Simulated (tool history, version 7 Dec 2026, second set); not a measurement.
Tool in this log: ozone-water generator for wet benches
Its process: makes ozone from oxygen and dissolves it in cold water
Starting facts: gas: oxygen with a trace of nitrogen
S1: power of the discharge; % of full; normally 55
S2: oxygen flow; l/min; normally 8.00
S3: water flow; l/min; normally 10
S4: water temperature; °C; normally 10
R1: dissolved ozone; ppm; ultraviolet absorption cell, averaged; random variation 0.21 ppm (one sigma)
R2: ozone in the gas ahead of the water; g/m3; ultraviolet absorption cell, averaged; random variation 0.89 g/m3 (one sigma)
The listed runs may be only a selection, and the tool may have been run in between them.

run      day  S1     S2  S3  S4    R1     R2
  1    0.000  55   8.00  10  10  30.5  147.1
  2    6.217  55   9.27  10  10  29.8  136.0
  3   11.667  55   8.00  10  10  30.7  148.3
  4   14.946  55   8.00  10  10  30.5  146.3
  5   18.062  55   8.00  10  10  30.6  148.6
  6   20.875  55   8.00  10  10  30.7  146.9
  7   23.838  55   8.00   9  10  31.9  147.4
  8   29.729  55   8.00  10  10  30.3  147.1
  9   35.646  55   8.00  15  10  23.9  148.2
 10   40.325  55   8.00  15  10  24.3  146.4
 11   46.638  55   8.00  15  10  24.1  147.7
 12   52.083  55   8.00  15  11  23.9  146.4
 13   56.379  55   8.00  10  15  27.4  147.3
 14   59.492  62   8.00  10  10  33.1  160.3
 15   63.554  62   8.00  10  10  33.4  162.8
 16   66.321  55   8.00   8  10  34.1  146.2
 17   71.575  55   8.00   8  10  33.8  146.6
 18   76.546  55  12.15  13  10  25.2  121.0
 19   82.179  55  12.15  13  10  24.8  121.3
 20   87.450  71  10.31  13  10  30.8  157.5
 21   92.446  62   4.88  10  10  34.6  202.9
 22   98.521  62   4.88  10   5  37.2  202.7
 23  103.042  62   4.88  10   5  37.2  202.8
 24  107.312  96   8.00   9  10  47.8  218.6
 25  112.800  55  12.21  10  10  28.1  118.8
 26  118.808  55   8.00  16   8  23.7  147.0
 27  125.304  55   8.00  16   8  23.9  145.3
 28  128.788  65  14.17  11   8  31.0  125.4

For run 29, what comes out?
 29  135.362  65  14.17  11   8   ?   ?

{"run 29": {"R1": 31.0, "R2": 126.3}}
The same run, on a tool lacking any hidden state, would have yielded R1 31.1 ppm, R2 126.5 g/m3.
